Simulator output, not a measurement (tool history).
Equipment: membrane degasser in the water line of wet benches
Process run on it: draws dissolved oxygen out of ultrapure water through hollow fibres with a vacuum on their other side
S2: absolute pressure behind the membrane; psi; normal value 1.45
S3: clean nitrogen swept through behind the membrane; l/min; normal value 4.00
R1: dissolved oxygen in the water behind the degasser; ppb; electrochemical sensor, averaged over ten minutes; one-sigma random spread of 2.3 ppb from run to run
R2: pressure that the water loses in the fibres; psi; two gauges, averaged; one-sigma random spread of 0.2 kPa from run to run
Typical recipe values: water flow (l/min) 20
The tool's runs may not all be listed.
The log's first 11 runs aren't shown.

Run 12, day 132.879: usual settings but water flow (l/min) 22. Result: R1 325.2 ppb, R2 8.031 psi.
Run 13, day 143.200: usual settings but water flow (l/min) 22, S3 7.53 l/min. Result: R1 283.9 ppb, R2 8.048 psi.
Run 14, day 156.846: usual settings but water flow (l/min) 22, S3 7.53 l/min. Result: R1 292.3 ppb, R2 8.073 psi.
At day 166.346: vacuum gauge calibrated.
Run 15, day 167.862: usual settings. Result: R1 292.5 ppb, R2 7.349 psi.
Run 16, day 177.738: usual settings. Result: R1 297.1 ppb, R2 7.388 psi.
Run 17, day 191.738: usual settings but S2 2.12 psi, S3 2.11 l/min. Result: R1 456.5 ppb, R2 7.362 psi.
Run 18, day 204.925: usual settings but S2 2.12 psi, S3 2.11 l/min. Result: R1 464.2 ppb, R2 7.422 psi.
Run 19, day 214.179: usual settings but S2 2.12 psi, S3 2.11 l/min. Result: R1 462.5 ppb, R2 7.478 psi.
Run 20, day 227.604: usual settings but water flow (l/min) 22, S2 2.58 psi, S3 11.27 l/min. Result: R1 318.8 ppb, R2 8.209 psi.
Run 21, day 240.779: usual settings but water flow (l/min) 21, S2 2.36 psi, S3 2.86 l/min. Result: R1 462.3 ppb, R2 7.832 psi.
Run 22, day 252.475: usual settings but water flow (l/min) 28, S2 0.94 psi, S3 2.86 l/min. Result: R1 437.3 ppb, R2 10.493 psi.
At day 259.271: vacuum gauge calibrated, once more.
Run 23, day 266.004: usual settings but water flow (l/min) 17, S2 3.03 psi, S3 9.47 l/min. Result: R1 256.4 ppb, R2 6.396 psi.
At day 267.496: seals of the vacuum lines changed.
Run 24, day 276.488: usual settings but water flow (l/min) 17, S2 3.03 psi, S3 9.47 l/min. Result: R1 247.0 ppb, R2 6.403 psi.
Run 25, day 290.079: usual settings but water flow (l/min) 23, S3 1.62 l/min. Result: R1 482.1 ppb, R2 8.694 psi.
Run 26, day 304.383: usual settings but water flow (l/min) 16, S2 2.34 psi. Result: R1 285.6 ppb, R2 6.055 psi.
Run 27, day 312.783: usual settings but water flow (l/min) 16, S2 1.28 psi, S3 6.59 l/min. Result: R1 198.5 ppb, R2 6.077 psi.
Run 28, day 319.371: usual settings but water flow (l/min) 25, S3 1.75 l/min. Result: R1 518.8 ppb, R2 9.516 psi.
Run 29, day 331.638: usual settings but water flow (l/min) 26, S2 3.58 psi, S3 2.45 l/min. Result: R1 813.8 ppb, R2 9.842 psi.
Run 30, day 343.575: usual settings but water flow (l/min) 26, S2 3.58 psi, S3 8.17 l/min. Result: R1 498.0 ppb, R2 9.923 psi.
Run 31, day 351.908: usual settings but water flow (l/min) 15, S2 2.49 psi, S3 10.54 l/min. Result: R1 205.0 ppb, R2 5.757 psi.
Run 32, day 366.088: usual settings but water flow (l/min) 16, S2 2.49 psi, S3 5.80 l/min. Result: R1 267.4 ppb, R2 6.132 psi.

Here are 3 independent what-if runs from the current tool condition. What would each one return?
Run A, day 378.533: usual settings but water flow (l/min) 13, S3 2.71 l/min. Result: R1 ?, R2 ?.
Run B, day 378.533: usual settings but water flow (l/min) 21, S3 6.19 l/min. Result: R1 ?, R2 ?.
Run C, day 378.533: usual settings but water flow (l/min) 19, S2 3.00 psi, S3 6.66 l/min. Result: R1 ?, R2 ?.

run     R1     R2
  A  203.7  4.983
  B  321.7  8.086
  C  342.5  7.284
The same runs, with their run-to-run variation unchanged, on a tool lacking any hidden condition would have given:
run     R1     R2
  A  145.9  4.358
  B  217.4  7.069
  C  251.8  6.367

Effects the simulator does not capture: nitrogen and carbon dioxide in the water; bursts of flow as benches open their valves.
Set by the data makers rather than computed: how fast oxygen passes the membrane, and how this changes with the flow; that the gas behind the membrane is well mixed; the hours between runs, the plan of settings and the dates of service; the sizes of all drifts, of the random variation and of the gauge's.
